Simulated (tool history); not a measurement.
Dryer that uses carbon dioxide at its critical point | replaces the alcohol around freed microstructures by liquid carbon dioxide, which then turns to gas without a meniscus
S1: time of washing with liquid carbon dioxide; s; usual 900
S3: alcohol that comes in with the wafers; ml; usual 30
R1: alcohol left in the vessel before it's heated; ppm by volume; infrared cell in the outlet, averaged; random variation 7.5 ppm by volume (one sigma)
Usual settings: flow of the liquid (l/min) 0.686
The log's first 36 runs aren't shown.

run 37 hour=734.0 | S1=600 flow_of_the_liquid_(l/min)=0.686 S3=42 | R1=2333
run 38 hour=746.5 | S1=1380 flow_of_the_liquid_(l/min)=0.472 S3=42 | R1=736
run 39 hour=759.0 | S1=1380 flow_of_the_liquid_(l/min)=0.472 S3=42 | R1=753
-- hour=765.7 inlet filter changed
run 40 hour=782.0 | S1=1380 flow_of_the_liquid_(l/min)=0.443 S3=42 | R1=700
run 41 hour=805.7 | S1=900 flow_of_the_liquid_(l/min)=0.776 S3=23 | R1=337
run 42 hour=820.5 | S1=900 flow_of_the_liquid_(l/min)=0.747 S3=30 | R1=451
run 43 hour=843.1 | S1=900 flow_of_the_liquid_(l/min)=0.747 S3=30 | R1=444
run 44 hour=856.8 | S1=900 flow_of_the_liquid_(l/min)=0.747 S3=30 | R1=442
run 45 hour=880.4 | S1=600 flow_of_the_liquid_(l/min)=0.554 S3=72 | R1=5041
run 46 hour=903.8 | S1=600 flow_of_the_liquid_(l/min)=0.554 S3=72 | R1=5061
run 47 hour=922.5 | S1=600 flow_of_the_liquid_(l/min)=0.554 S3=72 | R1=5238

Forecast each of these 4 alternatives for the next run:
run A hour=939.0 | S1=1320 flow_of_the_liquid_(l/min)=0.446 S3=30 | R1=?
run B hour=939.0 | S1=600 flow_of_the_liquid_(l/min)=0.496 S3=72 | R1=?
run C hour=939.0 | S1=1080 flow_of_the_liquid_(l/min)=0.774 S3=34 | R1=?
run D hour=939.0 | S1=960 flow_of_the_liquid_(l/min)=0.620 S3=56 | R1=?

run=A R1=648
run=B R1=6203
run=C R1=299
run=D R1=991
Without the tool's hidden state the same runs would have given:
run=A R1=437
run=B R1=5851
run=C R1=116
run=D R1=768
